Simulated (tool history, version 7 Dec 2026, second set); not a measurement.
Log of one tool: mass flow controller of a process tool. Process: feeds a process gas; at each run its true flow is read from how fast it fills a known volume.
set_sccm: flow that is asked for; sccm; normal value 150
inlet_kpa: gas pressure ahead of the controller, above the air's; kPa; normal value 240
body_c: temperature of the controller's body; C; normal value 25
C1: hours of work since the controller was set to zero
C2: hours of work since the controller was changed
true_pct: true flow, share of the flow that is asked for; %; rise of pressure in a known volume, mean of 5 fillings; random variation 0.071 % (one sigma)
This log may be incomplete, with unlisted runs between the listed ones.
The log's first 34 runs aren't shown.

Run 35, hour 1892.3: usual settings but inlet_kpa 231 kPa, body_c 30 C; C1 1200; C2 1200. Result: true_pct 99.85 %.
Run 36, hour 1966.7: usual settings but inlet_kpa 156 kPa, body_c 27 C; C1 1222; C2 1222. Result: true_pct 99.07 %.
Run 37, hour 2028.9: usual settings but inlet_kpa 156 kPa, body_c 27 C; C1 1242; C2 1242. Result: true_pct 99.02 %.
Run 38, hour 2081.1: usual settings but inlet_kpa 156 kPa, body_c 27 C; C1 1258; C2 1258. Result: true_pct 99.22 %.
Run 39, hour 2134.4: usual settings but set_sccm 268 sccm, inlet_kpa 156 kPa, body_c 27 C; C1 1274; C2 1274. Result: true_pct 99.52 %.
Run 40, hour 2209.1: usual settings but set_sccm 268 sccm, inlet_kpa 156 kPa, body_c 27 C; C1 1297; C2 1297. Result: true_pct 99.44 %.
Run 41, hour 2263.8: usual settings but set_sccm 110 sccm, inlet_kpa 149 kPa, body_c 22 C; C1 1314; C2 1314. Result: true_pct 98.70 %.
Run 42, hour 2317.9: usual settings but set_sccm 66 sccm, inlet_kpa 226 kPa, body_c 32 C; C1 1331; C2 1331. Result: true_pct 99.68 %.

Forecast each of these 5 alternatives for the next run:
Run A, hour 2360.5: usual settings but set_sccm 131 sccm, inlet_kpa 257 kPa, body_c 23 C; C1 1344; C2 1344. Result: true_pct ?.
Run B, hour 2360.5: usual settings but set_sccm 283 sccm, inlet_kpa 263 kPa, body_c 24 C; C1 1344; C2 1344. Result: true_pct ?.
Run C, hour 2360.5: usual settings but set_sccm 66 sccm, inlet_kpa 161 kPa, body_c 22 C; C1 1344; C2 1344. Result: true_pct ?.
Run D, hour 2360.5: usual settings but inlet_kpa 153 kPa; C1 1344; C2 1344. Result: true_pct ?.
Run E, hour 2360.5: usual settings but set_sccm 146 sccm, inlet_kpa 205 kPa, body_c 22 C; C1 1344; C2 1344. Result: true_pct ?.

run  true_pct
  A     99.58
  B    100.06
  C     98.68
  D     98.98
  E     99.07
With the hidden condition removed and each run's random variation left untouched, the same runs would have given:
run  true_pct
  A     99.58
  B    100.06
  C     98.67
  D     98.97
  E     99.07

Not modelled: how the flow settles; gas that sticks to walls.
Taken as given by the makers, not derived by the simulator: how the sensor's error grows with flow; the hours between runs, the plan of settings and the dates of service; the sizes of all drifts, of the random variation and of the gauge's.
